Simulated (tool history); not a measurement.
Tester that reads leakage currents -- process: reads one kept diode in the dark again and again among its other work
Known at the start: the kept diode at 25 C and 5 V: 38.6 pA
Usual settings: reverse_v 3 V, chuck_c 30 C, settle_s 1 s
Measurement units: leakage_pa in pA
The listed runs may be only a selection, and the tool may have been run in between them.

run	hour	reverse_v	chuck_c	settle_s	leakage_pa
1	0	3	30	1	43.28
2	96.5	16.72	30	1	118.26
3	161	16.72	30	1	118.02
4	234.6	3	54	1	234.79
5	322.3	3	54	1	236.26
6	416.5	3	30	1	43.1
7	507.1	3	30	1	42.97
8	583.3	3	30	1	43.03
9	642.9	3	30	1	42.86
10	719.9	3	30	1	42.8
11	777.1	3	30	1	43.03
12	855.3	3	30	1	43.13
13	945.1	3	30	1	42.76
# hour 958.2: tester calibrated
14	1051.4	1.89	30	2.35	32.58
15	1107.5	1.89	51	2.35	146.98
16	1236.8	1.89	51	2.35	145.83
# hour 1316: chuck's temperature calibrated
17	1333.7	8.88	54	1	463.62
# hour 1353.6: tester calibrated, once more
18	1470.8	5.03	52	0.3	297.41
19	1527.2	5.03	39	3.48	119.1
20	1628.1	3	37	9.48	76.52
21	1692.6	8.18	30	1.4	84.68

Alternative continuations, all from the tool just after run 21; predict every row:
A	1748.8	3.2	30	3.16	?
B	1748.8	19.02	30	1.09	?
C	1748.8	3	27	1	?

run	leakage_pa
A	47.82
B	142.46
C	37.69
With the hidden condition removed and each run's random variation left untouched, the same runs would have given:
run	leakage_pa
A	45.04
B	125.72
C	35.07

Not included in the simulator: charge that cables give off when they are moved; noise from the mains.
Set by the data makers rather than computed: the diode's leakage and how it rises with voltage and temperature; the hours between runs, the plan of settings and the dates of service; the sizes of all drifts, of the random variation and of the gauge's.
